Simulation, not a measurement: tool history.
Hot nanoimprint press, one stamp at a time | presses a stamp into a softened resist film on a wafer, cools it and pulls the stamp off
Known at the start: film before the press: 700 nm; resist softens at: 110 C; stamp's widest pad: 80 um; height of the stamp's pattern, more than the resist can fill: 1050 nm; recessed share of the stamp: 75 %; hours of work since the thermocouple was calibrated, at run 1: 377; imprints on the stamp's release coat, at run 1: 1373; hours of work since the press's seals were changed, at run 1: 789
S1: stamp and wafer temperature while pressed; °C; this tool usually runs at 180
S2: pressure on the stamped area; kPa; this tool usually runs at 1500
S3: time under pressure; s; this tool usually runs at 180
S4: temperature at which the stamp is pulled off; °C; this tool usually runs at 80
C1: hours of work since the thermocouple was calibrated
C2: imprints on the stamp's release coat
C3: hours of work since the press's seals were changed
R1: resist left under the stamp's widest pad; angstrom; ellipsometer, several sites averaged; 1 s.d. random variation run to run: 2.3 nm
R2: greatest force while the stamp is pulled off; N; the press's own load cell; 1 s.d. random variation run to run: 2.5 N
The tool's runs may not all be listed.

run    hour   S1    S2   S3  S4   C1    C2    C3    R1   R2
  1     0.0  180  1500  180  80  377  1373   789  4035  116
  2    52.9  180  1500  180  80  409  1571   821  4044  115
       67.0  -- plate thermocouple calibrated
  3   123.8  180  1500  180  80   34  1824   862  4026  119
      197.1  -- stamp cleaned and given a new release coat
  4   197.1  180  1500  180  80   75     0   902  4060  117
  5   240.6  180  1500  180  80  101   163   929  4071  119
  6   326.7  180  1500  180  80  153   485   981  4024  116
  7   382.7  180  1500  333  80  187   694  1014  3279  112
      403.4  -- press's hydraulic seals changed and the load cell set to zero
  8   437.0  180  1500  333  80  215   867    20  3298  113
  9   485.3  180  1500  180  73  244  1048    49  4030  136
 10   573.4  180  1500  180  73  297  1377   103  4045  138
 11   618.5  180  1500  180  87  324  1545   130  4033   97
 12   671.2  180  1500  180  80  356  1742   162  4018  116
 13   726.5  180  1500  180  80  390  1949   195  4049  120
      770.8  -- stamp cleaned and given a new release coat
      778.0  -- plate thermocouple calibrated
 14   812.9  180  1500  180  80   21   146   242  4016  111
 15   875.2  180  1500  149  80   59   378   279  4219  113
 16   947.5  180  1790  180  68  102   649   323  3713  153
 17  1033.5  180  1790  180  68  154   970   375  3752  144
 18  1109.3  180  1500  180  65  200  1253   421  4026  164
 19  1199.0  180  1500  180  65  254  1589   475  4008  159
 20  1239.1  178  1000  108  65  278  1739   499  5584  156
     1335.0  -- stamp cleaned and given a new release coat
 21  1340.5  191   970  166  77  336    20   557  3566  127
 22  1394.1  177  2130  208  73  368   221   589  3655  137
     1475.2  -- plate thermocouple calibrated
 23  1479.5  177  2130  208  73    3   529   639  3673  137
 24  1574.4  173  1000  105  80   60   884   696  6047  117
 25  1658.7  192  1110  180  79  111  1199   747  3146  122
 26  1700.9  185  1540  180  84  136  1356   772  3397  102
 27  1782.9  185  1540  180  84  186  1663   822  3395  103
 28  1837.9  185   910  180  77  219  1869   855  4229  125

Run 29 is up next; what results do you expect?
     1902.3  -- stamp cleaned and given a new release coat
 29  1915.2  179  940  180  80  262  48  898   ?   ?

R1: 4988 angstrom
R2: 112 N
Had the tool carried no hidden state, the very same run would have given R1 4985 angstrom, R2 112 N.

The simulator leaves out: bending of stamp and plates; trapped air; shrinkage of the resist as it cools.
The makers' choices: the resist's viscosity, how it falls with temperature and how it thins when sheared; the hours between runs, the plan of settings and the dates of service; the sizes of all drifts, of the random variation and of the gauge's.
